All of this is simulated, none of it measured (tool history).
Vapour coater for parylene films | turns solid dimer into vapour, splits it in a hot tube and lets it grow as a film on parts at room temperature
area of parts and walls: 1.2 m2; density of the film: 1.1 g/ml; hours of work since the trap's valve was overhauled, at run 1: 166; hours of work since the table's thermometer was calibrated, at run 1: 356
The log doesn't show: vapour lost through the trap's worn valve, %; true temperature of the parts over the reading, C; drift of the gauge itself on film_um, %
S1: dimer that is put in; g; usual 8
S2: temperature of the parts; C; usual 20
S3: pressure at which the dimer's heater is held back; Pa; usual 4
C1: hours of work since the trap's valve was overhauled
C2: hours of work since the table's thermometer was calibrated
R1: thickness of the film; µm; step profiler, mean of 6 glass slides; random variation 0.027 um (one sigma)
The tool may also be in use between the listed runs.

run 1 day=0 | S1=8 S2=20 S3=4 | C1=166 C2=356 | R1=3.43
run 2 day=0.688 | S1=8 S2=20 S3=5.9 | C1=179 C2=370 | R1=3.26
run 3 day=1.296 | S1=8 S2=20 S3=5.9 | C1=191 C2=381 | R1=3.27
run 4 day=2.075 | S1=8 S2=18 S3=4 | C1=206 C2=396 | R1=3.71
run 5 day=2.617 | S1=8 S2=20 S3=5.73 | C1=216 C2=407 | R1=3.32
run 6 day=3.021 | S1=8 S2=20 S3=5.73 | C1=224 C2=414 | R1=3.3
run 7 day=3.683 | S1=8 S2=28 S3=4 | C1=237 C2=427 | R1=2.33
run 8 day=4.088 | S1=8 S2=28 S3=4 | C1=245 C2=435 | R1=2.34
-- day=4.317 trap's valve overhauled
run 9 day=4.596 | S1=8 S2=21 S3=4 | C1=5 C2=441 | R1=3.3
run 10 day=5.121 | S1=8 S2=21 S3=4 | C1=16 C2=452 | R1=3.3

Forecast each of these 5 alternatives for the next run:
run A day=5.629 | S1=8 S2=20 S3=3.16 | C1=25 C2=461 | R1=?
run B day=5.629 | S1=8 S2=17 S3=9.58 | C1=25 C2=461 | R1=?
run C day=5.629 | S1=8 S2=21 S3=7.87 | C1=25 C2=461 | R1=?
run D day=5.629 | S1=11 S2=30 S3=4 | C1=25 C2=461 | R1=?
run E day=5.629 | S1=8 S2=18 S3=4 | C1=25 C2=461 | R1=?

run=A R1=3.48
run=B R1=3.66
run=C R1=3.06
run=D R1=3.04
run=E R1=3.72
Without the tool's hidden state the same runs would have given:
run=A R1=3.49
run=B R1=3.67
run=C R1=3.06
run=D R1=3.04
run=E R1=3.72

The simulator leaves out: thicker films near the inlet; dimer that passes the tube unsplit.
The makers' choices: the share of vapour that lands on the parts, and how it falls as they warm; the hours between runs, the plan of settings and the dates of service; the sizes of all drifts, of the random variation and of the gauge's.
